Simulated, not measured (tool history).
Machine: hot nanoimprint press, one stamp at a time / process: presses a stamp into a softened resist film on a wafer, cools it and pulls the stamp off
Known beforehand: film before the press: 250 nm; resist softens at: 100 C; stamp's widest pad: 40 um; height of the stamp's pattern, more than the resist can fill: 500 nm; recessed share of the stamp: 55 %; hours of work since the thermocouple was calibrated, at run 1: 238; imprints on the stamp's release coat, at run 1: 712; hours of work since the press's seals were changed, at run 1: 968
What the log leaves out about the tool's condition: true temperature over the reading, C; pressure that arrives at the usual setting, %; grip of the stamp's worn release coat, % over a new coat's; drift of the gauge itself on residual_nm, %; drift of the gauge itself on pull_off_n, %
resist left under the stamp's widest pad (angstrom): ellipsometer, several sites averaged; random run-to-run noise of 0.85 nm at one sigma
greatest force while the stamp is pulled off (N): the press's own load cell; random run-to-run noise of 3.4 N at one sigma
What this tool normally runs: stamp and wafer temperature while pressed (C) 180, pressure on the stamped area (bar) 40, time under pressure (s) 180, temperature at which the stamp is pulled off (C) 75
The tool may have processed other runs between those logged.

run     day  stamp and wafer temperature while pressed (C)  pressure on the stamped area (bar)  time under pressure (s)  temperature at which the stamp is pulled off (C)  hours of work since the thermocouple was calibrated  imprints on the stamp's release coat  hours of work since the press's seals were changed  resist left under the stamp's widest pad (angstrom)  greatest force while the stamp is pulled off (N)
  1       0                                            180                                  40                      180                                                75                                                  238                                   712                                                 968                                                 1197                                               190
  2    2.65                                            180                                56.3                      180                                                75                                                  285                                  1024                                                1014                                                 1028                                               204
  3   5.308                                            180                                56.3                      180                                                75                                                  331                                  1336                                                1060                                                 1039                                               210
  4   7.783                                            180                                56.3                      180                                                75                                                  374                                  1628                                                1104                                                 1048                                               229
      8.996  -- plate thermocouple calibrated
      9.738  -- stamp cleaned and given a new release coat
  5  10.121                                            180                                56.3                      180                                                75                                                   15                                    45                                                1138                                                  996                                               166
  6  12.408                                            180                                56.3                      180                                                75                                                   55                                   314                                                1178                                                  998                                               171
     15.117  -- press's hydraulic seals changed and the load cell set to zero
  7  16.475                                            180                                  40                      180                                                75                                                  121                                   754                                                  24                                                 1165                                               187
  8  18.204                                            180                                  40                      180                                                75                                                  151                                   957                                                  54                                                 1165                                               195
  9  21.183                                            180                                  40                      180                                                75                                                  203                                  1308                                                 106                                                 1168                                               208
 10  24.083                                            179                                31.8                      103                                                70                                                  254                                  1649                                                 157                                                 1604                                               247
     25.846  -- stamp cleaned and given a new release coat
 11  26.242                                            179                                31.8                      103                                                70                                                  287                                    46                                                 190                                                 1616                                               177
 12  30.158                                            179                                44.7                      149                                                72                                                  355                                   507                                                 259                                                 1263                                               196
     32.396  -- plate thermocouple calibrated
 13  32.396                                            174                                58.2                      180                                                79                                                    0                                   756                                                 296                                                 1199                                               175
 14  36.367                                            170                                57.1                      132                                                66                                                   69                                  1223                                                 365                                                 1556                                               246
 15  38.971                                            180                                56.9                      132                                                77                                                  115                                  1530                                                 411                                                 1106                                               209
     41.508  -- stamp cleaned and given a new release coat
 16   42.25                                            180                                56.9                      132                                                77                                                  168                                    87                                                 464                                                 1115                                               157
 17  45.154                                            180                                  40                      104                                                75                                                  219                                   430                                                 514                                                 1418                                               180

Forecast each of these 3 alternatives for the next run:
  A  48.046                                            180                                43.1                      237                                                75                                                  269                                   770                                                 565                                                    ?                                                 ?
  B  48.046                                            186                                24.6                      137                                                75                                                  269                                   770                                                 565                                                    ?                                                 ?
  C  48.046                                            180                                  40                      234                                                78                                                  269                                   770                                                 565                                                    ?                                                 ?

run  resist left under the stamp's widest pad (angstrom)  greatest force while the stamp is pulled off (N)
  A                                                 1030                                               184
  B                                                 1310                                               192
  C                                                 1070                                               189
Stripped of hidden state, with their random variation kept, the same runs would have yielded:
run  resist left under the stamp's widest pad (angstrom)  greatest force while the stamp is pulled off (N)
  A                                                  998                                               156
  B                                                 1278                                               162
  C                                                 1037                                               160
